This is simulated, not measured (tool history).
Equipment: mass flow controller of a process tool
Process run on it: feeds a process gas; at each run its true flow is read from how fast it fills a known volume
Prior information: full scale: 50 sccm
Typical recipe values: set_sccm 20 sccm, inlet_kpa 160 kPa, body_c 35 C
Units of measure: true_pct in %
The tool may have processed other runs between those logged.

run   hour  set_sccm  inlet_kpa  body_c  true_pct
  1    0.0        20        160      35     99.75
  2  112.2         9        160      35     99.57
  3  211.4         9        160      35     99.48
  4  318.4         9        160      35     99.49
  5  380.9         9        160      35     99.58
  6  476.7        20        160      35     99.77
  7  529.1        20        160      35     99.74
  8  637.2         6        198      31     99.27
  9  697.3        22        210      23     99.41
 10  803.2        22        210      23     99.53
 11  877.8        22        204      27     99.56
 12  980.9        14        156      29     99.21

Alternative continuations, all from the tool just after run 12; predict every row:
  A  1069.5        26        230      27         ?
  B  1069.5        14        240      40         ?
  C  1069.5        14        230      29         ?

run  true_pct
  A     99.92
  B    100.30
  C     99.59
Stripped of hidden state, with their random variation kept, the same runs would have yielded:
run  true_pct
  A     99.92
  B    100.30
  C     99.59
